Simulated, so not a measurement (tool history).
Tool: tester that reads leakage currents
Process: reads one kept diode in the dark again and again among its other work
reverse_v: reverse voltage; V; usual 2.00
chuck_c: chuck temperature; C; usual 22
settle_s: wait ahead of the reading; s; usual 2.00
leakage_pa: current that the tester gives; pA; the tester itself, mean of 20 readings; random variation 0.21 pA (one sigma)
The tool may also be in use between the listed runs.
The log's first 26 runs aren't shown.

run,day,reverse_v,chuck_c,settle_s,leakage_pa
27,62.179,11.71,22,1.19,173.67
28,63.654,3.55,46,1.19,591.34
29,66.850,18.73,22,0.80,224.88
30,68.592,5.26,58,0.37,1645.76
31,71.108,2.00,29,4.21,121.79
32,73.342,2.00,26,2.00,96.52
33,75.088,2.00,26,2.00,96.21
34,78.600,2.00,26,2.00,95.39
35,82.046,2.00,26,2.00,96.04

Forecast each of these 4 alternatives for the next run:
A,84.500,4.54,38,2.00,?
B,84.500,2.32,22,6.16,?
C,84.500,8.58,51,0.56,?
D,84.500,2.00,40,3.80,?

run,leakage_pa
A,366.18
B,75.01
C,1294.11
D,283.26
Without the tool's hidden state the same runs would have given:
run,leakage_pa
A,363.54
B,72.86
C,1292.27
D,283.02

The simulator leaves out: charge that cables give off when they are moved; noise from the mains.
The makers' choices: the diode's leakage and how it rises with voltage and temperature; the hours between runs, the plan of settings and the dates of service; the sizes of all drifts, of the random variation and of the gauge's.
